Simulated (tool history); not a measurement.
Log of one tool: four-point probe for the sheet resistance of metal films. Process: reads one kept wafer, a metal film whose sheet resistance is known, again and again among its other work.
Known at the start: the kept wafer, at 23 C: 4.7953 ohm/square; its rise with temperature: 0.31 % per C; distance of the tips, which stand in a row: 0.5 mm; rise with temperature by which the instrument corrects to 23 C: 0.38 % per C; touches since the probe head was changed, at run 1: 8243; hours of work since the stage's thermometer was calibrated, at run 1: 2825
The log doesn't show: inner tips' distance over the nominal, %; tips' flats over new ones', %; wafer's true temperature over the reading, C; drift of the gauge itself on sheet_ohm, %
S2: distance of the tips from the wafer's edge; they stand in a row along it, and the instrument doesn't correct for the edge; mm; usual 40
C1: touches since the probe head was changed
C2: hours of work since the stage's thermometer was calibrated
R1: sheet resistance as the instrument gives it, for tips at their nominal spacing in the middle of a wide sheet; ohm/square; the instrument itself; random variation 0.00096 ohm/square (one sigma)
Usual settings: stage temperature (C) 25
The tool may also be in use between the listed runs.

run 1 hour=0 | stage_temperature_(C)=25 S2=40 | C1=8243 C2=2825 | R1=4.796307
run 2 hour=7.8 | stage_temperature_(C)=31 S2=40 | C1=8371 C2=2830 | R1=4.773634
run 3 hour=20.5 | stage_temperature_(C)=31 S2=40 | C1=8581 C2=2837 | R1=4.77552
run 4 hour=28.6 | stage_temperature_(C)=25 S2=40 | C1=8715 C2=2842 | R1=4.796067
run 5 hour=36.9 | stage_temperature_(C)=25 S2=40 | C1=8852 C2=2846 | R1=4.794177
run 6 hour=46 | stage_temperature_(C)=25 S2=40 | C1=9001 C2=2852 | R1=4.795799
run 7 hour=60.5 | stage_temperature_(C)=25 S2=40 | C1=9241 C2=2860 | R1=4.797614
run 8 hour=68.2 | stage_temperature_(C)=25 S2=40 | C1=9368 C2=2864 | R1=4.796389
run 9 hour=84.9 | stage_temperature_(C)=25 S2=47 | C1=9643 C2=2874 | R1=4.796283
run 10 hour=101.4 | stage_temperature_(C)=25 S2=47 | C1=9914 C2=2883 | R1=4.796919
run 11 hour=113.9 | stage_temperature_(C)=33 S2=40 | C1=10120 C2=2891 | R1=4.768262
run 12 hour=124 | stage_temperature_(C)=25 S2=5 | C1=10288 C2=2896 | R1=4.821097
run 13 hour=136.9 | stage_temperature_(C)=25 S2=24 | C1=10500 C2=2904 | R1=4.796688
run 14 hour=144.7 | stage_temperature_(C)=27 S2=40 | C1=10628 C2=2908 | R1=4.790284
run 15 hour=151.9 | stage_temperature_(C)=20 S2=3 | C1=10746 C2=2912 | R1=4.883745
run 16 hour=161.1 | stage_temperature_(C)=29 S2=18 | C1=10899 C2=2918 | R1=4.784965
run 17 hour=174.8 | stage_temperature_(C)=28 S2=42 | C1=11125 C2=2925 | R1=4.786378
-- hour=176.7 stage's thermometer calibrated
run 18 hour=190.9 | stage_temperature_(C)=21 S2=29 | C1=11381 C2=8 | R1=4.80876
run 19 hour=206 | stage_temperature_(C)=21 S2=29 | C1=11630 C2=17 | R1=4.808811
-- hour=219.9 stage's thermometer calibrated, once more
run 20 hour=221.7 | stage_temperature_(C)=21 S2=29 | C1=11881 C2=1 | R1=4.826905
run 21 hour=230.4 | stage_temperature_(C)=22 S2=29 | C1=12024 C2=6 | R1=4.82351
run 22 hour=242.7 | stage_temperature_(C)=22 S2=29 | C1=12227 C2=13 | R1=4.82435
run 23 hour=259.3 | stage_temperature_(C)=22 S2=29 | C1=12500 C2=23 | R1=4.823422
run 24 hour=273.8 | stage_temperature_(C)=25 S2=37 | C1=12740 C2=31 | R1=4.812796

4 ways to go on from here, each from the tool as it stands after run 24. What would each give?
run A hour=289.5 | stage_temperature_(C)=32 S2=5 | C1=12998 C2=40 | R1=?
run B hour=289.5 | stage_temperature_(C)=30 S2=58 | C1=12998 C2=40 | R1=?
run C hour=289.5 | stage_temperature_(C)=25 S2=46 | C1=12998 C2=40 | R1=?
run D hour=289.5 | stage_temperature_(C)=20 S2=33 | C1=12998 C2=40 | R1=?

run=A R1=4.813379
run=B R1=4.794966
run=C R1=4.809518
run=D R1=4.829988
Without the tool's hidden state the same runs would have given:
run=A R1=4.78986
run=B R1=4.771526
run=C R1=4.786006
run=D R1=4.806374

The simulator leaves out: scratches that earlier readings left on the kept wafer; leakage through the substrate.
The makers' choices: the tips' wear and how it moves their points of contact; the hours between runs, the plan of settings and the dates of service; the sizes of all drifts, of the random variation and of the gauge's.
